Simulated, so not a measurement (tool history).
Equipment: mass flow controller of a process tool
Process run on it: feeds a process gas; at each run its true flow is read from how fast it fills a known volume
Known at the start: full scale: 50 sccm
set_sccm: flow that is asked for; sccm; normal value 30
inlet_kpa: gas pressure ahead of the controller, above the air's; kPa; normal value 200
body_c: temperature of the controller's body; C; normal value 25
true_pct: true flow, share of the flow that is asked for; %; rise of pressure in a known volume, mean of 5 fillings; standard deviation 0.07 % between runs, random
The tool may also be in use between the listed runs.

run,hour,set_sccm,inlet_kpa,body_c,true_pct
1,0.0,30,200,25,98.90
2,336.1,30,200,25,98.90
3,544.0,30,200,25,99.03
4,753.0,30,200,25,98.83
5,1134.3,30,238,25,99.07
6,1349.7,30,238,25,99.11
7,1682.3,30,238,25,99.10
8,2037.8,30,238,25,99.04
9,2245.2,30,238,25,99.07
10,2440.9,30,167,25,98.68
11,2768.0,30,200,23,98.68
12,3174.1,30,200,26,98.99
13,3504.9,30,200,26,99.03
14,3764.8,30,200,26,98.99
15,4051.0,30,200,38,100.25
16,4323.9,30,200,30,99.49
17,4543.8,30,200,25,98.90
18,4896.0,30,200,25,98.99
19,5299.4,30,200,37,100.14
20,5578.9,30,268,24,99.07
# hour 5833.4: controller's zero set anew
21,5833.4,27,251,25,99.05
22,6075.7,30,219,25,98.97
23,6447.6,20,166,30,98.69
24,6731.0,14,200,25,98.10
25,6968.6,7,265,32,98.50
26,7374.3,7,265,32,98.65
27,7711.8,7,265,32,98.63
28,8098.7,30,200,29,99.35
29,8276.3,30,272,25,99.23
30,8600.5,30,272,25,99.27
31,8857.8,30,272,25,99.19
32,9192.4,19,153,32,98.82
33,9436.4,11,153,32,98.38
34,9784.7,11,153,32,98.41
35,9976.0,15,214,30,98.55
36,10348.6,15,214,30,98.56
37,10622.6,5,232,30,98.24
38,10826.1,9,200,26,97.92

Each row is a separate what-if for the run after 38, all from the same tool condition, not one after another. Results?
A,11103.8,30,186,25,?
B,11103.8,34,149,35,?
C,11103.8,9,200,26,?

run,true_pct
A,98.94
B,99.95
C,97.88
Had the tool no hidden state, the same runs would have come out as:
run,true_pct
A,98.93
B,99.94
C,97.89

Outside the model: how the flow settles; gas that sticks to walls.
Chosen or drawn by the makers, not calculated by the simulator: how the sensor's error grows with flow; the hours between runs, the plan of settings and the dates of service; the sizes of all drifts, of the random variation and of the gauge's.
